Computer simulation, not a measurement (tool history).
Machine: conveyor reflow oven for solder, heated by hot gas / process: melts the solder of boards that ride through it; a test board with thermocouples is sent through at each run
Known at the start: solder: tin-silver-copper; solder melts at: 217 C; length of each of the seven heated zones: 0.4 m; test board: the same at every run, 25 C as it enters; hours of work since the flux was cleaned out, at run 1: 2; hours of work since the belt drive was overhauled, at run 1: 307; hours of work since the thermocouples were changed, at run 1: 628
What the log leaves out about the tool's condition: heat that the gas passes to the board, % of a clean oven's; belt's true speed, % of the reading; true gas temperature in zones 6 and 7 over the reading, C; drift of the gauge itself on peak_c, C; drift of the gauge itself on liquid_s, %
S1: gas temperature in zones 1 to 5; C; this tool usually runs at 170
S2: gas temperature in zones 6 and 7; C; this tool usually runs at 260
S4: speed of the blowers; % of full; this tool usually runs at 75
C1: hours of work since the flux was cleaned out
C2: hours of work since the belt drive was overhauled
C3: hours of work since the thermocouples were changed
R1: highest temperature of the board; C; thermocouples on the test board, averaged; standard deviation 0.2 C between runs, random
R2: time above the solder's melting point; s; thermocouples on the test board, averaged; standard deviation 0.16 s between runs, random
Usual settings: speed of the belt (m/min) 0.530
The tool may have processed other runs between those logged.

{"run": 1, "hour": 0.0, "S1": 170, "S2": 260, "speed of the belt (m/min)": 0.53, "S4": 75, "C1": 2, "C2": 307, "C3": 628, "R1": 245.3, "R2": 60.5}
{"run": 2, "hour": 17.5, "S1": 170, "S2": 268, "speed of the belt (m/min)": 0.53, "S4": 75, "C1": 11, "C2": 315, "C3": 636, "R1": 252.7, "R2": 67.1}
{"run": 3, "hour": 39.4, "S1": 170, "S2": 268, "speed of the belt (m/min)": 0.53, "S4": 75, "C1": 22, "C2": 326, "C3": 647, "R1": 252.5, "R2": 66.6}
{"run": 4, "hour": 51.8, "S1": 170, "S2": 268, "speed of the belt (m/min)": 0.53, "S4": 75, "C1": 28, "C2": 332, "C3": 653, "R1": 252.5, "R2": 66.7}
{"run": 5, "hour": 71.6, "S1": 170, "S2": 268, "speed of the belt (m/min)": 0.53, "S4": 75, "C1": 37, "C2": 342, "C3": 663, "R1": 252.0, "R2": 66.6}
{"run": 6, "hour": 95.7, "S1": 170, "S2": 260, "speed of the belt (m/min)": 0.637, "S4": 75, "C1": 49, "C2": 354, "C3": 674, "R1": 239.4, "R2": 42.7}
{"run": 7, "hour": 118.9, "S1": 173, "S2": 260, "speed of the belt (m/min)": 0.53, "S4": 75, "C1": 60, "C2": 365, "C3": 686, "R1": 245.7, "R2": 62.2}
{"hour": 125.8, "done": "flux residue cleaned out of gas plates and filters"}
{"run": 8, "hour": 141.7, "S1": 173, "S2": 260, "speed of the belt (m/min)": 0.53, "S4": 75, "C1": 8, "C2": 374, "C3": 694, "R1": 245.3, "R2": 62.0}
{"run": 9, "hour": 166.6, "S1": 170, "S2": 260, "speed of the belt (m/min)": 0.53, "S4": 75, "C1": 20, "C2": 386, "C3": 707, "R1": 244.7, "R2": 59.7}
{"hour": 180.8, "done": "flux residue cleaned out of gas plates and filters, once more"}
{"run": 10, "hour": 194.6, "S1": 170, "S2": 260, "speed of the belt (m/min)": 0.634, "S4": 69, "C1": 7, "C2": 397, "C3": 718, "R1": 237.9, "R2": 40.0}
{"run": 11, "hour": 211.8, "S1": 158, "S2": 260, "speed of the belt (m/min)": 0.489, "S4": 75, "C1": 15, "C2": 405, "C3": 726, "R1": 245.7, "R2": 62.3}
{"run": 12, "hour": 226.2, "S1": 170, "S2": 260, "speed of the belt (m/min)": 0.44, "S4": 75, "C1": 22, "C2": 412, "C3": 733, "R1": 250.2, "R2": 80.8}
{"run": 13, "hour": 245.5, "S1": 184, "S2": 260, "speed of the belt (m/min)": 0.45, "S4": 52, "C1": 32, "C2": 422, "C3": 743, "R1": 245.7, "R2": 77.9}
{"run": 14, "hour": 256.0, "S1": 184, "S2": 268, "speed of the belt (m/min)": 0.576, "S4": 54, "C1": 37, "C2": 427, "C3": 748, "R1": 245.0, "R2": 57.4}
{"run": 15, "hour": 275.3, "S1": 184, "S2": 268, "speed of the belt (m/min)": 0.576, "S4": 54, "C1": 46, "C2": 436, "C3": 757, "R1": 244.7, "R2": 57.2}
{"run": 16, "hour": 288.2, "S1": 175, "S2": 268, "speed of the belt (m/min)": 0.583, "S4": 68, "C1": 52, "C2": 443, "C3": 763, "R1": 247.8, "R2": 57.3}
{"run": 17, "hour": 309.3, "S1": 174, "S2": 268, "speed of the belt (m/min)": 0.586, "S4": 68, "C1": 63, "C2": 453, "C3": 774, "R1": 247.1, "R2": 56.3}
{"run": 18, "hour": 327.2, "S1": 166, "S2": 268, "speed of the belt (m/min)": 0.586, "S4": 51, "C1": 71, "C2": 462, "C3": 782, "R1": 237.5, "R2": 40.2}

Forecast each of these 4 alternatives for the next run:
{"run": "A", "hour": 342.2, "S1": 165, "S2": 260, "speed of the belt (m/min)": 0.541, "S4": 77, "C1": 79, "C2": 469, "C3": 790, "R1": "?", "R2": "?"}
{"run": "B", "hour": 342.2, "S1": 163, "S2": 253, "speed of the belt (m/min)": 0.586, "S4": 55, "C1": 79, "C2": 469, "C3": 790, "R1": "?", "R2": "?"}
{"run": "C", "hour": 342.2, "S1": 162, "S2": 259, "speed of the belt (m/min)": 0.57, "S4": 51, "C1": 79, "C2": 469, "C3": 790, "R1": "?", "R2": "?"}
{"run": "D", "hour": 342.2, "S1": 167, "S2": 271, "speed of the belt (m/min)": 0.565, "S4": 75, "C1": 79, "C2": 469, "C3": 790, "R1": "?", "R2": "?"}

run=A R1=243.6 R2=56.3
run=B R1=227.1 R2=24.3
run=C R1=230.7 R2=30.5
run=D R1=252.0 R2=60.8
What these runs would have given with no unlogged condition in the tool:
run=A R1=244.7 R2=57.3
run=B R1=228.1 R2=25.9
run=C R1=231.6 R2=31.9
run=D R1=253.1 R2=61.6
